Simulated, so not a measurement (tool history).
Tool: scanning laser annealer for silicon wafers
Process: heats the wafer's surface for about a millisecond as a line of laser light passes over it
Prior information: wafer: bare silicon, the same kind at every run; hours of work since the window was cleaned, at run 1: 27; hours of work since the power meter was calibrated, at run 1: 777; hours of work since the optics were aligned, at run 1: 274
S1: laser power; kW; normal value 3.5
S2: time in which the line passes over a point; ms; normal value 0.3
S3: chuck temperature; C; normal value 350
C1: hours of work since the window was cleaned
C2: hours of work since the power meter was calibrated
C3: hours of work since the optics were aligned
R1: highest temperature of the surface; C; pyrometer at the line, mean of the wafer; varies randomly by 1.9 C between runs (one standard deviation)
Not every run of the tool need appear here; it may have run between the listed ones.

Run 1, hour 0: usual settings; C1 27; C2 777; C3 274. Result: R1 1118 C.
Run 2, hour 31.2: usual settings; C1 48; C2 798; C3 295. Result: R1 1114 C.
Run 3, hour 51: usual settings but S1 3.18 kW; C1 62; C2 812; C3 309. Result: R1 1052 C.
Run 4, hour 89.6: usual settings but S1 3.18 kW; C1 88; C2 838; C3 335. Result: R1 1048 C.
Run 5, hour 128.6: usual settings but S1 3.18 kW; C1 115; C2 864; C3 361. Result: R1 1047 C.
Run 6, hour 168.7: usual settings but S1 3.407 kW; C1 142; C2 892; C3 389. Result: R1 1096 C.
Run 7, hour 200.5: usual settings; C1 164; C2 913; C3 410. Result: R1 1115 C.
Run 8, hour 236.7: usual settings; C1 188; C2 938; C3 435. Result: R1 1112 C.
Run 9, hour 257.6: usual settings; C1 203; C2 952; C3 449. Result: R1 1107 C.
Run 10, hour 298.3: usual settings; C1 230; C2 980; C3 477. Result: R1 1107 C.
Run 11, hour 323.1: usual settings but S3 328 C; C1 247; C2 997; C3 494. Result: R1 1082 C.
Run 12, hour 349.1: usual settings but S3 328 C; C1 265; C2 1014; C3 511. Result: R1 1086 C.
Run 13, hour 381.2: usual settings but S3 328 C; C1 287; C2 1036; C3 533. Result: R1 1087 C.
Run 14, hour 410.7: usual settings; C1 307; C2 1056; C3 553. Result: R1 1108 C.
Run 15, hour 443.7: usual settings; C1 329; C2 1079; C3 576. Result: R1 1110 C.
Run 16, hour 478.8: usual settings but S1 3.652 kW; C1 353; C2 1103; C3 600. Result: R1 1137 C.
Run 17, hour 523.7: usual settings but S3 337 C; C1 384; C2 1133; C3 630. Result: R1 1092 C.
At hour 531.2: optics aligned, line set to its width.
Run 18, hour 552.4: usual settings but S3 378 C; C1 400; C2 1149; C3 14. Result: R1 1129 C.
Run 19, hour 572.9: usual settings but S3 357 C; C1 414; C2 1163; C3 28. Result: R1 1111 C.
Run 20, hour 615.5: usual settings; C1 443; C2 1192; C3 57. Result: R1 1101 C.
Run 21, hour 654.9: usual settings; C1 469; C2 1219; C3 84. Result: R1 1099 C.
At hour 672.1: optics aligned, line set to its width, once more.
Run 22, hour 683.3: usual settings; C1 485; C2 1235; C3 8. Result: R1 1106 C.
Run 23, hour 721: usual settings; C1 511; C2 1261; C3 33. Result: R1 1101 C.
Run 24, hour 750.5: usual settings but S1 3.578 kW, S3 359 C; C1 531; C2 1281; C3 53. Result: R1 1129 C.
Run 25, hour 772.7: usual settings but S1 3.578 kW, S3 314 C; C1 546; C2 1296; C3 68. Result: R1 1085 C.
Run 26, hour 816.5: usual settings but S1 3.578 kW, S3 314 C; C1 576; C2 1326; C3 98. Result: R1 1083 C.
Run 27, hour 843.4: usual settings but S1 3.578 kW, S2 0.349 ms, S3 340 C; C1 594; C2 1344; C3 117. Result: R1 1176 C.
Run 28, hour 878.5: usual settings but S1 3.322 kW, S2 0.325 ms, S3 324 C; C1 618; C2 1368; C3 140. Result: R1 1074 C.
Run 29, hour 922.4: usual settings but S1 3.043 kW, S2 0.348 ms, S3 320 C; C1 648; C2 1398; C3 170. Result: R1 1033 C.
Run 30, hour 958.7: usual settings but S1 3.275 kW, S2 0.309 ms, S3 328 C; C1 673; C2 1422; C3 195. Result: R1 1043 C.
Run 31, hour 1004.6: usual settings but S1 3.74 kW, S2 0.309 ms, S3 328 C; C1 704; C2 1454; C3 226. Result: R1 1140 C.
Run 32, hour 1035.6: usual settings but S1 3.74 kW, S2 0.309 ms, S3 328 C; C1 725; C2 1475; C3 247. Result: R1 1139 C.
Run 33, hour 1054.2: usual settings but S3 359 C; C1 738; C2 1487; C3 260. Result: R1 1106 C.
Run 34, hour 1082: usual settings but S2 0.219 ms; C1 757; C2 1506; C3 279. Result: R1 971 C.
Run 35, hour 1125: usual settings but S2 0.325 ms, S3 369 C; C1 786; C2 1535; C3 308. Result: R1 1150 C.
At hour 1140.7: window over the wafer cleaned.
Run 36, hour 1147.9: usual settings but S1 3.488 kW, S2 0.211 ms, S3 334 C; C1 5; C2 1550; C3 322. Result: R1 959 C.
Run 37, hour 1185: usual settings but S1 3.144 kW, S2 0.267 ms, S3 310 C; C1 30; C2 1575; C3 348. Result: R1 958 C.
Run 38, hour 1229.6: usual settings but S1 3.021 kW, S3 318 C; C1 61; C2 1605; C3 378. Result: R1 985 C.
Run 39, hour 1265: usual settings but S1 3.021 kW, S3 318 C; C1 85; C2 1629; C3 402. Result: R1 985 C.
Run 40, hour 1295.2: usual settings but S2 0.347 ms; C1 105; C2 1650; C3 423. Result: R1 1181 C.
Run 41, hour 1331.1: usual settings but S2 0.347 ms; C1 130; C2 1674; C3 447. Result: R1 1181 C.

Across each entry between runs, compare the hidden state at the last listed run before it with the hidden state at the first listed run after it:
Between runs 17 and 18: optics aligned, line set to its width (hour 531.2)
  light that passes the window, % of a clean one's: 98.21 -> 98.15; laser's true power over the reading, %: -0.67 -> -0.68; width of the line over the set one, %: 1.68 -> 2.75
  difference, measured minus the result without the unlogged condition, R1: -22 -> -26 C
Between runs 21 and 22: optics aligned, line set to its width, once more (hour 672.1)
  light that passes the window, % of a clean one's: 97.9 -> 97.84; width of the line over the set one, %: 2.9 -> 0.16
  difference, measured minus the result without the unlogged condition, R1: -28 -> -21 C
Between runs 35 and 36: window over the wafer cleaned (hour 1140.7)
  light that passes the window, % of a clean one's: 96.74 -> 99.93; width of the line over the set one, %: 0.82 -> 0.85
  difference, measured minus the result without the unlogged condition, R1: -34 -> -8 C
